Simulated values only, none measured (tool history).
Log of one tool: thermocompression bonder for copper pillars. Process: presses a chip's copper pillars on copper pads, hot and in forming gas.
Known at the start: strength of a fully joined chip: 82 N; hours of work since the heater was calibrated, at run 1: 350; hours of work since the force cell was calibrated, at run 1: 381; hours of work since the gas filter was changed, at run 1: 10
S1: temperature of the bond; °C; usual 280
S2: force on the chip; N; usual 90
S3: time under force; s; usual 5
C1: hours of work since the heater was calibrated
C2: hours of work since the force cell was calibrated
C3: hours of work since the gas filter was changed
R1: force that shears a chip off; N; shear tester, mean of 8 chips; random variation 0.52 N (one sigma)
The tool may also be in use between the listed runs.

{"run": 1, "hour": 0.0, "S1": 280, "S2": 90, "S3": 5, "C1": 350, "C2": 381, "C3": 10, "R1": 51.5}
{"run": 2, "hour": 51.7, "S1": 280, "S2": 57, "S3": 5, "C1": 374, "C2": 405, "C3": 34, "R1": 34}
{"run": 3, "hour": 139.9, "S1": 280, "S2": 57, "S3": 5, "C1": 415, "C2": 446, "C3": 75, "R1": 34.1}
{"run": 4, "hour": 220.6, "S1": 280, "S2": 90, "S3": 5, "C1": 453, "C2": 484, "C3": 112, "R1": 52}
{"hour": 253.9, "done": "forming gas filter changed"}
{"run": 5, "hour": 288.0, "S1": 280, "S2": 90, "S3": 5, "C1": 484, "C2": 515, "C3": 16, "R1": 51.6}
{"run": 6, "hour": 373.2, "S1": 280, "S2": 90, "S3": 5, "C1": 523, "C2": 554, "C3": 55, "R1": 50.5}
{"run": 7, "hour": 472.2, "S1": 280, "S2": 90, "S3": 5, "C1": 569, "C2": 600, "C3": 101, "R1": 52.5}
{"hour": 526.9, "done": "forming gas filter changed"}
{"run": 8, "hour": 530.1, "S1": 280, "S2": 90, "S3": 5, "C1": 596, "C2": 627, "C3": 2, "R1": 52.3}
{"run": 9, "hour": 581.0, "S1": 280, "S2": 90, "S3": 5, "C1": 619, "C2": 650, "C3": 25, "R1": 51}
{"run": 10, "hour": 663.9, "S1": 280, "S2": 120, "S3": 5, "C1": 658, "C2": 689, "C3": 64, "R1": 62.2}
{"run": 11, "hour": 734.0, "S1": 286, "S2": 85, "S3": 5, "C1": 690, "C2": 721, "C3": 96, "R1": 50.9}
{"hour": 801.2, "done": "forming gas filter changed"}
{"run": 12, "hour": 802.4, "S1": 280, "S2": 56, "S3": 5, "C1": 722, "C2": 753, "C3": 1, "R1": 33.7}
{"run": 13, "hour": 856.6, "S1": 252, "S2": 90, "S3": 5, "C1": 747, "C2": 778, "C3": 26, "R1": 40.4}
{"hour": 904.9, "done": "force cell calibrated"}
{"run": 14, "hour": 904.9, "S1": 310, "S2": 125, "S3": 5, "C1": 769, "C2": 0, "C3": 47, "R1": 72.8}
{"run": 15, "hour": 961.1, "S1": 310, "S2": 125, "S3": 5, "C1": 795, "C2": 26, "C3": 73, "R1": 72.5}
{"hour": 1009.6, "done": "heater calibrated with a thermocouple chip"}
{"run": 16, "hour": 1045.5, "S1": 278, "S2": 58, "S3": 9, "C1": 17, "C2": 64, "C3": 112, "R1": 41.6}
{"hour": 1076.4, "done": "forming gas filter changed"}
{"run": 17, "hour": 1127.9, "S1": 309, "S2": 94, "S3": 3, "C1": 55, "C2": 102, "C3": 24, "R1": 56}
{"run": 18, "hour": 1171.3, "S1": 300, "S2": 73, "S3": 5, "C1": 75, "C2": 122, "C3": 44, "R1": 50.6}
{"run": 19, "hour": 1218.5, "S1": 280, "S2": 92, "S3": 6, "C1": 97, "C2": 144, "C3": 66, "R1": 55.2}

5 ways to go on from here, each from the tool as it stands after run 19. What would each give?
{"run": "A", "hour": 1268.6, "S1": 277, "S2": 92, "S3": 4, "C1": 120, "C2": 167, "C3": 89, "R1": "?"}
{"run": "B", "hour": 1268.6, "S1": 280, "S2": 107, "S3": 6, "C1": 120, "C2": 167, "C3": 89, "R1": "?"}
{"run": "C", "hour": 1268.6, "S1": 293, "S2": 109, "S3": 11, "C1": 120, "C2": 167, "C3": 89, "R1": "?"}
{"run": "D", "hour": 1268.6, "S1": 280, "S2": 90, "S3": 4, "C1": 120, "C2": 167, "C3": 89, "R1": "?"}
{"run": "E", "hour": 1268.6, "S1": 280, "S2": 124, "S3": 4, "C1": 120, "C2": 167, "C3": 89, "R1": "?"}

run=A R1=48.9
run=B R1=60.6
run=C R1=72.1
run=D R1=47.9
run=E R1=61.7
Without the tool's hidden state the same runs would have given:
run=A R1=49.1
run=B R1=60.8
run=C R1=72.3
run=D R1=48
run=E R1=61.9
